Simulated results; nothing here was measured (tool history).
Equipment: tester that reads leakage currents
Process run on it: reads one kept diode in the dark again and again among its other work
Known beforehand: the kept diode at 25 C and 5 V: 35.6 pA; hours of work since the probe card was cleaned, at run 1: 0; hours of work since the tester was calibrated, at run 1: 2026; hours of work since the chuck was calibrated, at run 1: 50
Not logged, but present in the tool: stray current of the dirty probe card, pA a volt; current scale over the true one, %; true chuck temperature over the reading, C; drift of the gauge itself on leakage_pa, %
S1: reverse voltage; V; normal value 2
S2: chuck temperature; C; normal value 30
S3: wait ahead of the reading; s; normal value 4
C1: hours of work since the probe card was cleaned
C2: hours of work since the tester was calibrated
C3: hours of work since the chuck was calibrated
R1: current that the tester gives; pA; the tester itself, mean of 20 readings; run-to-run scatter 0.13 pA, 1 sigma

{"run": 1, "hour": 0.0, "S1": 2, "S2": 30, "S3": 4, "C1": 0, "C2": 2026, "C3": 50, "R1": 39.72}
{"run": 2, "hour": 122.1, "S1": 2, "S2": 30, "S3": 4, "C1": 62, "C2": 2088, "C3": 112, "R1": 40.4}
{"run": 3, "hour": 248.2, "S1": 2, "S2": 30, "S3": 4, "C1": 126, "C2": 2152, "C3": 176, "R1": 40.96}
{"run": 4, "hour": 324.0, "S1": 2, "S2": 30, "S3": 4, "C1": 164, "C2": 2190, "C3": 214, "R1": 41.16}
{"run": 5, "hour": 415.0, "S1": 2, "S2": 30, "S3": 4, "C1": 210, "C2": 2236, "C3": 260, "R1": 41.49}
{"run": 6, "hour": 533.7, "S1": 2, "S2": 30, "S3": 4, "C1": 271, "C2": 2297, "C3": 320, "R1": 42.19}
{"run": 7, "hour": 627.5, "S1": 2, "S2": 30, "S3": 4, "C1": 318, "C2": 2344, "C3": 368, "R1": 42.55}
{"run": 8, "hour": 762.1, "S1": 2, "S2": 30, "S3": 4, "C1": 386, "C2": 2412, "C3": 436, "R1": 43.17}
{"run": 9, "hour": 859.4, "S1": 2, "S2": 30, "S3": 4, "C1": 436, "C2": 2462, "C3": 485, "R1": 43.7}
{"run": 10, "hour": 1016.4, "S1": 2, "S2": 30, "S3": 4, "C1": 515, "C2": 2541, "C3": 565, "R1": 44}
{"run": 11, "hour": 1114.9, "S1": 2, "S2": 30, "S3": 4, "C1": 565, "C2": 2591, "C3": 615, "R1": 44.76}
{"run": 12, "hour": 1206.6, "S1": 2, "S2": 48, "S3": 4, "C1": 612, "C2": 2638, "C3": 662, "R1": 197.36}
{"run": 13, "hour": 1377.7, "S1": 2, "S2": 48, "S3": 4, "C1": 699, "C2": 2725, "C3": 748, "R1": 199.84}
{"run": 14, "hour": 1557.7, "S1": 2, "S2": 48, "S3": 4, "C1": 790, "C2": 2816, "C3": 840, "R1": 201.98}
{"run": 15, "hour": 1727.9, "S1": 2, "S2": 48, "S3": 4, "C1": 876, "C2": 2902, "C3": 926, "R1": 204.53}
{"hour": 1824.9, "done": "tester calibrated"}
{"run": 16, "hour": 1868.0, "S1": 2, "S2": 48, "S3": 4, "C1": 946, "C2": 22, "C3": 996, "R1": 203.09}
{"run": 17, "hour": 1984.0, "S1": 2, "S2": 48, "S3": 4, "C1": 1005, "C2": 81, "C3": 1055, "R1": 203.5}
{"run": 18, "hour": 2072.4, "S1": 14.39, "S2": 30, "S3": 4, "C1": 1050, "C2": 125, "C3": 1100, "R1": 118.69}
{"run": 19, "hour": 2185.2, "S1": 2, "S2": 30, "S3": 4, "C1": 1107, "C2": 183, "C3": 1157, "R1": 48.98}
{"hour": 2276.2, "done": "chuck's temperature calibrated"}
{"run": 20, "hour": 2287.7, "S1": 2, "S2": 30, "S3": 4, "C1": 1158, "C2": 234, "C3": 6, "R1": 42.69}
{"run": 21, "hour": 2365.0, "S1": 4.79, "S2": 30, "S3": 0.67, "C1": 1197, "C2": 273, "C3": 45, "R1": 63.94}
{"run": 22, "hour": 2459.6, "S1": 4.79, "S2": 30, "S3": 0.67, "C1": 1245, "C2": 321, "C3": 93, "R1": 64.37}
{"run": 23, "hour": 2615.6, "S1": 4.79, "S2": 30, "S3": 0.67, "C1": 1324, "C2": 400, "C3": 172, "R1": 66.24}
{"run": 24, "hour": 2740.0, "S1": 4.79, "S2": 28, "S3": 2.52, "C1": 1387, "C2": 463, "C3": 235, "R1": 57.35}
{"run": 25, "hour": 2902.5, "S1": 4.16, "S2": 48, "S3": 4.97, "C1": 1470, "C2": 545, "C3": 318, "R1": 256.05}
{"run": 26, "hour": 3073.8, "S1": 5.86, "S2": 58, "S3": 0.59, "C1": 1557, "C2": 632, "C3": 404, "R1": 631.25}
{"run": 27, "hour": 3203.1, "S1": 2, "S2": 45, "S3": 0.85, "C1": 1622, "C2": 698, "C3": 470, "R1": 153.53}
{"hour": 3235.9, "done": "probe card cleaned and baked"}
{"run": 28, "hour": 3388.8, "S1": 2, "S2": 45, "S3": 0.85, "C1": 78, "C2": 790, "C3": 563, "R1": 150.98}
{"run": 29, "hour": 3573.1, "S1": 17.4, "S2": 25, "S3": 1.4, "C1": 171, "C2": 884, "C3": 656, "R1": 68.18}
{"run": 30, "hour": 3678.1, "S1": 3, "S2": 30, "S3": 3.34, "C1": 224, "C2": 937, "C3": 709, "R1": 51.58}
{"run": 31, "hour": 3828.1, "S1": 2, "S2": 58, "S3": 6.81, "C1": 300, "C2": 1013, "C3": 785, "R1": 425.57}
{"run": 32, "hour": 3918.4, "S1": 14.08, "S2": 45, "S3": 4, "C1": 346, "C2": 1059, "C3": 831, "R1": 339.52}
{"run": 33, "hour": 3997.9, "S1": 1.01, "S2": 37, "S3": 1.97, "C1": 386, "C2": 1099, "C3": 871, "R1": 62.7}
{"run": 34, "hour": 4134.0, "S1": 5.59, "S2": 34, "S3": 1.11, "C1": 455, "C2": 1168, "C3": 940, "R1": 98.33}
{"run": 35, "hour": 4299.0, "S1": 5.59, "S2": 34, "S3": 1.11, "C1": 539, "C2": 1252, "C3": 1024, "R1": 100.05}
{"run": 36, "hour": 4482.9, "S1": 5.59, "S2": 34, "S3": 1.11, "C1": 632, "C2": 1345, "C3": 1117, "R1": 102.18}
{"run": 37, "hour": 4627.2, "S1": 1.41, "S2": 39, "S3": 1.11, "C1": 705, "C2": 1418, "C3": 1191, "R1": 88.54}
{"hour": 4642.5, "done": "chuck's temperature calibrated"}
{"run": 38, "hour": 4788.2, "S1": 1.41, "S2": 39, "S3": 1.11, "C1": 786, "C2": 1499, "C3": 74, "R1": 78.07}
{"run": 39, "hour": 4910.1, "S1": 1.41, "S2": 39, "S3": 1.11, "C1": 848, "C2": 1561, "C3": 136, "R1": 79.26}

Branching from run 39: 4 alternative next runs. What would each branch give?
{"run": "A", "hour": 5081.2, "S1": 1.41, "S2": 40, "S3": 9.66, "C1": 935, "C2": 1648, "C3": 222, "R1": "?"}
{"run": "B", "hour": 5081.2, "S1": 8.29, "S2": 20, "S3": 4, "C1": 935, "C2": 1648, "C3": 222, "R1": "?"}
{"run": "C", "hour": 5081.2, "S1": 2, "S2": 29, "S3": 6.72, "C1": 935, "C2": 1648, "C3": 222, "R1": "?"}
{"run": "D", "hour": 5081.2, "S1": 5.13, "S2": 39, "S3": 1.11, "C1": 935, "C2": 1648, "C3": 222, "R1": "?"}

run=A R1=86.55
run=B R1=40.19
run=C R1=40.47
run=D R1=136.09
The same runs, with their run-to-run variation unchanged, on a tool lacking any hidden condition would have given:
run=A R1=81.28
run=B R1=27.55
run=C R1=36.16
run=D R1=123.93
